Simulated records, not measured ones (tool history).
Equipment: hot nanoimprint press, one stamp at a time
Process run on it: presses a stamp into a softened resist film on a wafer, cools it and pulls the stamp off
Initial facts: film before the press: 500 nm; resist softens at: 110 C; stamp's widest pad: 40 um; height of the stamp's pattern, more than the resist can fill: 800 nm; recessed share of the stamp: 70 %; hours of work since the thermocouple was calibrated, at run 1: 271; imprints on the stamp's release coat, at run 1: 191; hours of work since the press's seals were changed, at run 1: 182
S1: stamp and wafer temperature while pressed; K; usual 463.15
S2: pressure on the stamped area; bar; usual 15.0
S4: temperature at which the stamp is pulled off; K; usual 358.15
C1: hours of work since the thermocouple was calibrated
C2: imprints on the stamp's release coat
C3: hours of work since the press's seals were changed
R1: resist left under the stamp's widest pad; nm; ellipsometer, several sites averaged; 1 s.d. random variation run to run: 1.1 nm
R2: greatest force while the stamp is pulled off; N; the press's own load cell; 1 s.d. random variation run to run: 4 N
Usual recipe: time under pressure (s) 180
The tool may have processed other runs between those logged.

Run 1, day 0.000: usual settings; C1 271; C2 191; C3 182. Result: R1 266.5 nm, R2 217 N.
Run 2, day 3.038: usual settings but S2 16.0 bar; C1 324; C2 498; C3 235. Result: R1 259.9 nm, R2 223 N.
At day 5.500: stamp cleaned and given a new release coat.
Run 3, day 6.312: usual settings but time under pressure (s) 330; C1 377; C2 82; C3 287. Result: R1 216.4 nm, R2 212 N.
Run 4, day 9.504: usual settings but time under pressure (s) 225; C1 432; C2 404; C3 343. Result: R1 244.6 nm, R2 214 N.
Run 5, day 12.067: usual settings but time under pressure (s) 225; C1 477; C2 663; C3 387. Result: R1 242.9 nm, R2 230 N.
At day 12.808: stamp cleaned and given a new release coat.
At day 13.754: plate thermocouple calibrated.
Run 6, day 15.088: usual settings but time under pressure (s) 179; C1 23; C2 217; C3 433. Result: R1 261.8 nm, R2 214 N.
Run 7, day 18.133: usual settings but S2 13.5 bar; C1 76; C2 524; C3 486. Result: R1 273.1 nm, R2 224 N.
At day 20.275: stamp cleaned and given a new release coat.
Run 8, day 21.558: usual settings; C1 131; C2 130; C3 541. Result: R1 257.9 nm, R2 206 N.
Run 9, day 24.129: usual settings; C1 176; C2 389; C3 586. Result: R1 258.6 nm, R2 224 N.
Run 10, day 26.238: usual settings; C1 213; C2 602; C3 623. Result: R1 258.6 nm, R2 228 N.
At day 27.496: stamp cleaned and given a new release coat.
Run 11, day 28.371: usual settings but S4 365.15 K; C1 245; C2 88; C3 656. Result: R1 257.8 nm, R2 168 N.
Run 12, day 30.983: usual settings but S4 365.15 K; C1 291; C2 352; C3 701. Result: R1 257.2 nm, R2 175 N.
At day 32.242: plate thermocouple calibrated, once more.
Run 13, day 34.204: usual settings; C1 34; C2 665; C3 755. Result: R1 269.4 nm, R2 237 N.
At day 34.762: stamp cleaned and given a new release coat.
Run 14, day 37.933: usual settings; C1 95; C2 320; C3 815. Result: R1 269.1 nm, R2 225 N.
Run 15, day 39.788: usual settings; C1 127; C2 507; C3 847. Result: R1 267.3 nm, R2 229 N.
At day 42.088: stamp cleaned and given a new release coat.
Run 16, day 42.942: usual settings but S2 9.9 bar, time under pressure (s) 175, S4 344.15 K; C1 177; C2 86; C3 898. Result: R1 320.2 nm, R2 291 N.
Run 17, day 44.950: usual settings but S2 13.4 bar, time under pressure (s) 248, S4 356.15 K; C1 212; C2 289; C3 933. Result: R1 253.3 nm, R2 231 N.
Run 18, day 47.462: usual settings but S2 13.4 bar, time under pressure (s) 248, S4 356.15 K; C1 256; C2 543; C3 976. Result: R1 251.7 nm, R2 239 N.
At day 49.229: stamp cleaned and given a new release coat.
Run 19, day 49.988: usual settings but S2 13.4 bar, time under pressure (s) 248, S4 356.15 K; C1 295; C2 76; C3 1016. Result: R1 251.1 nm, R2 227 N.
At day 50.812: press's hydraulic seals changed and the load cell set to zero.
Run 20, day 52.683: usual settings but S2 13.4 bar, time under pressure (s) 248, S4 356.15 K; C1 336; C2 315; C3 33. Result: R1 247.0 nm, R2 225 N.
Run 21, day 55.233: usual settings but S1 456.15 K, S2 13.4 bar, time under pressure (s) 248, S4 363.15 K; C1 381; C2 572; C3 77. Result: R1 318.8 nm, R2 199 N.
At day 56.817: stamp cleaned and given a new release coat.
Run 22, day 57.725: usual settings but S1 467.15 K, S4 364.15 K; C1 420; C2 91; C3 116. Result: R1 226.4 nm, R2 177 N.
Run 23, day 60.404: usual settings but S4 345.15 K; C1 466; C2 362; C3 162. Result: R1 261.6 nm, R2 302 N.
At day 62.558: plate thermocouple calibrated.
Run 24, day 63.425: usual settings but S4 345.15 K; C1 15; C2 654; C3 213. Result: R1 271.2 nm, R2 306 N.
At day 64.058: stamp cleaned and given a new release coat.
Run 25, day 67.138: usual settings but S4 345.15 K; C1 75; C2 311; C3 273. Result: R1 271.9 nm, R2 294 N.
Run 26, day 69.358: usual settings but S1 473.15 K, S2 10.8 bar, time under pressure (s) 290, S4 361.15 K; C1 114; C2 535; C3 312. Result: R1 189.0 nm, R2 217 N.
At day 71.471: stamp cleaned and given a new release coat.
Run 27, day 72.804: usual settings; C1 169; C2 135; C3 367. Result: R1 270.8 nm, R2 223 N.
Run 28, day 76.104: usual settings but S1 468.15 K, S2 19.5 bar; C1 227; C2 468; C3 424. Result: R1 198.2 nm, R2 234 N.
Run 29, day 78.242: usual settings but S1 468.15 K, S2 19.5 bar; C1 264; C2 684; C3 462. Result: R1 196.4 nm, R2 234 N.

Describe how what the log doesn't record of the tool's condition differs between the last listed run preceding each entry between runs and the first listed run following it.
Logged between run 2 and run 3: stamp cleaned and given a new release coat (day 5.500)
  true temperature over the reading, C: 0.35 -> 0.44; pressure that arrives at the usual setting, %: 99.14 -> 98.95; grip of the stamp's worn release coat, % over a new coat's: 7.1 -> 1.2
  the result without the hidden state subtracted from the measured one, R1: -2.0 -> -2.5 nm; R2: +13 -> +0 N
Logged between run 5 and run 6: stamp cleaned and given a new release coat (day 12.808); plate thermocouple calibrated (day 13.754)
  true temperature over the reading, C: 0.62 -> 1; pressure that arrives at the usual setting, %: 98.6 -> 98.45; grip of the stamp's worn release coat, % over a new coat's: 9.4 -> 3.1
  the result without the hidden state subtracted from the measured one, R1: -3.8 -> -7.3 nm; R2: +16 -> +1 N
Logged between run 7 and run 8: stamp cleaned and given a new release coat (day 20.275)
  true temperature over the reading, C: 1.09 -> 1.2; pressure that arrives at the usual setting, %: 98.26 -> 98.06; grip of the stamp's worn release coat, % over a new coat's: 7.5 -> 1.8
  the result without the hidden state subtracted from the measured one, R1: -8.1 -> -8.5 nm; R2: +10 -> -2 N
Logged between run 10 and run 11: stamp cleaned and given a new release coat (day 27.496)
  true temperature over the reading, C: 1.34 -> 1.39; pressure that arrives at the usual setting, %: 97.77 -> 97.65; grip of the stamp's worn release coat, % over a new coat's: 8.6 -> 1.2
  the result without the hidden state subtracted from the measured one, R1: -9.4 -> -9.8 nm; R2: +11 -> -6 N
Logged between run 12 and run 13: plate thermocouple calibrated, once more (day 32.242)
  true temperature over the reading, C: 1.47 -> 0.19; pressure that arrives at the usual setting, %: 97.48 -> 97.29; grip of the stamp's worn release coat, % over a new coat's: 5 -> 9.5
  the result without the hidden state subtracted from the measured one, R1: -10.2 -> +1.7 nm; R2: +0 -> +20 N
Logged between run 13 and run 14: stamp cleaned and given a new release coat (day 34.762)
  true temperature over the reading, C: 0.19 -> 0.29; pressure that arrives at the usual setting, %: 97.29 -> 97.08; grip of the stamp's worn release coat, % over a new coat's: 9.5 -> 4.5
  the result without the hidden state subtracted from the measured one, R1: +1.7 -> +1.0 nm; R2: +20 -> +8 N
Logged between run 15 and run 16: stamp cleaned and given a new release coat (day 42.088)
  true temperature over the reading, C: 0.35 -> 0.44; pressure that arrives at the usual setting, %: 96.96 -> 96.78; grip of the stamp's worn release coat, % over a new coat's: 7.2 -> 1.2
  the result without the hidden state subtracted from the measured one, R1: +0.6 -> -1.4 nm; R2: +14 -> +2 N
Logged between run 18 and run 19: stamp cleaned and given a new release coat (day 49.229)
  true temperature over the reading, C: 0.56 -> 0.63; pressure that arrives at the usual setting, %: 96.49 -> 96.34; grip of the stamp's worn release coat, % over a new coat's: 7.7 -> 1.1
  the result without the hidden state subtracted from the measured one, R1: -1.1 -> -1.7 nm; R2: +14 -> -1 N
Logged between run 19 and run 20: press's hydraulic seals changed and the load cell set to zero (day 50.812)
  true temperature over the reading, C: 0.63 -> 0.71; pressure that arrives at the usual setting, %: 96.34 -> 99.75; grip of the stamp's worn release coat, % over a new coat's: 1.1 -> 4.5
  the result without the hidden state subtracted from the measured one, R1: -1.7 -> -6.1 nm; R2: -1 -> +6 N
Logged between run 21 and run 22: stamp cleaned and given a new release coat (day 56.817)
  true temperature over the reading, C: 0.78 -> 0.84; pressure that arrives at the usual setting, %: 99.6 -> 99.46; grip of the stamp's worn release coat, % over a new coat's: 8.1 -> 1.3
  the result without the hidden state subtracted from the measured one, R1: -7.7 -> -6.2 nm; R2: +11 -> -2 N
Logged between run 23 and run 24: plate thermocouple calibrated (day 62.558)
  true temperature over the reading, C: 0.92 -> -0.3; pressure that arrives at the usual setting, %: 99.3 -> 99.13; grip of the stamp's worn release coat, % over a new coat's: 5.1 -> 9.3
  the result without the hidden state subtracted from the measured one, R1: -7.6 -> +4.0 nm; R2: +10 -> +28 N
Logged between run 24 and run 25: stamp cleaned and given a new release coat (day 64.058)
  true temperature over the reading, C: -0.3 -> -0.2; pressure that arrives at the usual setting, %: 99.13 -> 98.93; grip of the stamp's worn release coat, % over a new coat's: 9.3 -> 4.4
  the result without the hidden state subtracted from the measured one, R1: +4.0 -> +3.2 nm; R2: +28 -> +13 N
Logged between run 26 and run 27: stamp cleaned and given a new release coat (day 71.471)
  true temperature over the reading, C: -0.14 -> -0.04; pressure that arrives at the usual setting, %: 98.78 -> 98.59; grip of the stamp's worn release coat, % over a new coat's: 7.6 -> 1.9
  the result without the hidden state subtracted from the measured one, R1: +1.8 -> +2.1 nm; R2: +16 -> +5 N
